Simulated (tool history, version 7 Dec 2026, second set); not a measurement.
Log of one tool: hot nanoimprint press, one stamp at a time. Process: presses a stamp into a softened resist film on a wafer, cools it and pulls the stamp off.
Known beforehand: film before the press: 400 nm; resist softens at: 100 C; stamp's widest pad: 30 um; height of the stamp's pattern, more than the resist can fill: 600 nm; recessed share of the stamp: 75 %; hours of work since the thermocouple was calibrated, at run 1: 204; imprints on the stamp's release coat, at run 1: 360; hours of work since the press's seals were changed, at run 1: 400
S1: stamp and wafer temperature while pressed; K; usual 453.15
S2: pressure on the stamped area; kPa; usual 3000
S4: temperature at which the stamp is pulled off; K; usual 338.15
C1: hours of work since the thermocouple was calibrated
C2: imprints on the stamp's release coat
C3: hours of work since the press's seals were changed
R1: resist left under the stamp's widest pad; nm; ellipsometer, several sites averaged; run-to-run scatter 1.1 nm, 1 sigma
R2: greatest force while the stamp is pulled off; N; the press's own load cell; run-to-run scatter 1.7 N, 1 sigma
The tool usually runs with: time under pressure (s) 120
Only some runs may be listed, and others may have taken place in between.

{"run": 1, "hour": 0.0, "S1": 453.15, "S2": 3000, "time under pressure (s)": 120, "S4": 338.15, "C1": 204, "C2": 360, "C3": 400, "R1": 158.3, "R2": 98}
{"run": 2, "hour": 13.8, "S1": 453.15, "S2": 3000, "time under pressure (s)": 120, "S4": 338.15, "C1": 214, "C2": 393, "C3": 410, "R1": 157.1, "R2": 95}
{"run": 3, "hour": 24.6, "S1": 453.15, "S2": 3000, "time under pressure (s)": 120, "S4": 338.15, "C1": 222, "C2": 419, "C3": 418, "R1": 158.8, "R2": 98}
{"run": 4, "hour": 32.8, "S1": 453.15, "S2": 2360, "time under pressure (s)": 120, "S4": 338.15, "C1": 228, "C2": 438, "C3": 424, "R1": 176.9, "R2": 96}
{"run": 5, "hour": 39.1, "S1": 442.15, "S2": 3000, "time under pressure (s)": 120, "S4": 338.15, "C1": 233, "C2": 453, "C3": 428, "R1": 266.2, "R2": 95}
{"run": 6, "hour": 50.0, "S1": 442.15, "S2": 3000, "time under pressure (s)": 120, "S4": 338.15, "C1": 240, "C2": 478, "C3": 436, "R1": 263.3, "R2": 98}
{"run": 7, "hour": 60.9, "S1": 442.15, "S2": 3000, "time under pressure (s)": 120, "S4": 338.15, "C1": 248, "C2": 504, "C3": 444, "R1": 265.2, "R2": 99}
{"run": 8, "hour": 66.8, "S1": 453.15, "S2": 3000, "time under pressure (s)": 120, "S4": 338.15, "C1": 253, "C2": 518, "C3": 448, "R1": 159.8, "R2": 98}
{"run": 9, "hour": 78.6, "S1": 453.15, "S2": 3000, "time under pressure (s)": 65, "S4": 338.15, "C1": 261, "C2": 546, "C3": 457, "R1": 199.8, "R2": 96}
{"run": 10, "hour": 84.5, "S1": 453.15, "S2": 3000, "time under pressure (s)": 65, "S4": 338.15, "C1": 265, "C2": 560, "C3": 461, "R1": 200.8, "R2": 99}
{"run": 11, "hour": 97.3, "S1": 453.15, "S2": 3000, "time under pressure (s)": 178, "S4": 338.15, "C1": 274, "C2": 590, "C3": 470, "R1": 134.8, "R2": 96}
{"run": 12, "hour": 108.4, "S1": 453.15, "S2": 3000, "time under pressure (s)": 178, "S4": 338.15, "C1": 282, "C2": 616, "C3": 478, "R1": 135.1, "R2": 98}
{"run": 13, "hour": 118.1, "S1": 453.15, "S2": 3000, "time under pressure (s)": 188, "S4": 338.15, "C1": 289, "C2": 639, "C3": 485, "R1": 130.8, "R2": 99}
{"run": 14, "hour": 129.2, "S1": 453.15, "S2": 3000, "time under pressure (s)": 188, "S4": 338.15, "C1": 297, "C2": 665, "C3": 493, "R1": 131.0, "R2": 99}
{"run": 15, "hour": 141.7, "S1": 453.15, "S2": 3000, "time under pressure (s)": 188, "S4": 338.15, "C1": 306, "C2": 695, "C3": 502, "R1": 130.4, "R2": 98}
{"run": 16, "hour": 152.1, "S1": 453.15, "S2": 3000, "time under pressure (s)": 188, "S4": 338.15, "C1": 314, "C2": 719, "C3": 510, "R1": 131.7, "R2": 95}
{"run": 17, "hour": 164.2, "S1": 453.15, "S2": 3000, "time under pressure (s)": 188, "S4": 331.15, "C1": 323, "C2": 748, "C3": 518, "R1": 130.7, "R2": 117}
{"run": 18, "hour": 172.9, "S1": 445.15, "S2": 3000, "time under pressure (s)": 96, "S4": 331.15, "C1": 329, "C2": 768, "C3": 525, "R1": 250.5, "R2": 114}
{"run": 19, "hour": 181.3, "S1": 454.15, "S2": 1960, "time under pressure (s)": 96, "S4": 331.15, "C1": 335, "C2": 788, "C3": 531, "R1": 198.9, "R2": 117}
{"hour": 187.9, "done": "stamp cleaned and given a new release coat"}
{"run": 20, "hour": 195.6, "S1": 454.15, "S2": 1960, "time under pressure (s)": 96, "S4": 331.15, "C1": 341, "C2": 18, "C3": 537, "R1": 198.6, "R2": 115}
{"run": 21, "hour": 206.8, "S1": 455.15, "S2": 3000, "time under pressure (s)": 120, "S4": 345.15, "C1": 349, "C2": 44, "C3": 545, "R1": 144.2, "R2": 82}
{"run": 22, "hour": 219.4, "S1": 442.15, "S2": 2600, "time under pressure (s)": 112, "S4": 325.15, "C1": 358, "C2": 74, "C3": 554, "R1": 280.3, "R2": 127}
{"run": 23, "hour": 232.7, "S1": 442.15, "S2": 2600, "time under pressure (s)": 112, "S4": 325.15, "C1": 368, "C2": 105, "C3": 563, "R1": 281.3, "R2": 128}
{"hour": 244.5, "done": "plate thermocouple calibrated"}
{"run": 24, "hour": 245.4, "S1": 442.15, "S2": 2600, "time under pressure (s)": 112, "S4": 325.15, "C1": 1, "C2": 128, "C3": 570, "R1": 287.1, "R2": 130}
{"run": 25, "hour": 251.1, "S1": 442.15, "S2": 2600, "time under pressure (s)": 112, "S4": 325.15, "C1": 5, "C2": 142, "C3": 574, "R1": 281.1, "R2": 134}
{"run": 26, "hour": 259.0, "S1": 457.15, "S2": 3030, "time under pressure (s)": 120, "S4": 341.15, "C1": 10, "C2": 160, "C3": 580, "R1": 127.4, "R2": 88}
{"run": 27, "hour": 271.2, "S1": 457.15, "S2": 3470, "time under pressure (s)": 108, "S4": 341.15, "C1": 19, "C2": 189, "C3": 589, "R1": 126.3, "R2": 90}
{"run": 28, "hour": 283.2, "S1": 453.15, "S2": 3640, "time under pressure (s)": 212, "S4": 338.15, "C1": 28, "C2": 217, "C3": 598, "R1": 115.5, "R2": 98}
{"run": 29, "hour": 291.1, "S1": 453.15, "S2": 3640, "time under pressure (s)": 212, "S4": 338.15, "C1": 34, "C2": 236, "C3": 603, "R1": 112.4, "R2": 97}
{"run": 30, "hour": 299.9, "S1": 444.15, "S2": 4220, "time under pressure (s)": 212, "S4": 342.15, "C1": 40, "C2": 257, "C3": 610, "R1": 174.2, "R2": 89}

Forecast each of these 4 alternatives for the next run:
{"run": "A", "hour": 308.6, "S1": 453.15, "S2": 3490, "time under pressure (s)": 212, "S4": 342.15, "C1": 46, "C2": 277, "C3": 616, "R1": "?", "R2": "?"}
{"run": "B", "hour": 308.6, "S1": 442.15, "S2": 4260, "time under pressure (s)": 212, "S4": 323.15, "C1": 46, "C2": 277, "C3": 616, "R1": "?", "R2": "?"}
{"run": "C", "hour": 308.6, "S1": 453.15, "S2": 3510, "time under pressure (s)": 120, "S4": 338.15, "C1": 46, "C2": 277, "C3": 616, "R1": "?", "R2": "?"}
{"run": "D", "hour": 308.6, "S1": 457.15, "S2": 2940, "time under pressure (s)": 212, "S4": 331.15, "C1": 46, "C2": 277, "C3": 616, "R1": "?", "R2": "?"}

run=A R1=116.0 R2=88
run=B R1=193.1 R2=135
run=C R1=147.0 R2=98
run=D R1=103.3 R2=116
With the hidden condition removed and each run's random variation left untouched, the same runs would have given:
run=A R1=115.8 R2=88
run=B R1=192.9 R2=134
run=C R1=146.8 R2=98
run=D R1=103.2 R2=115
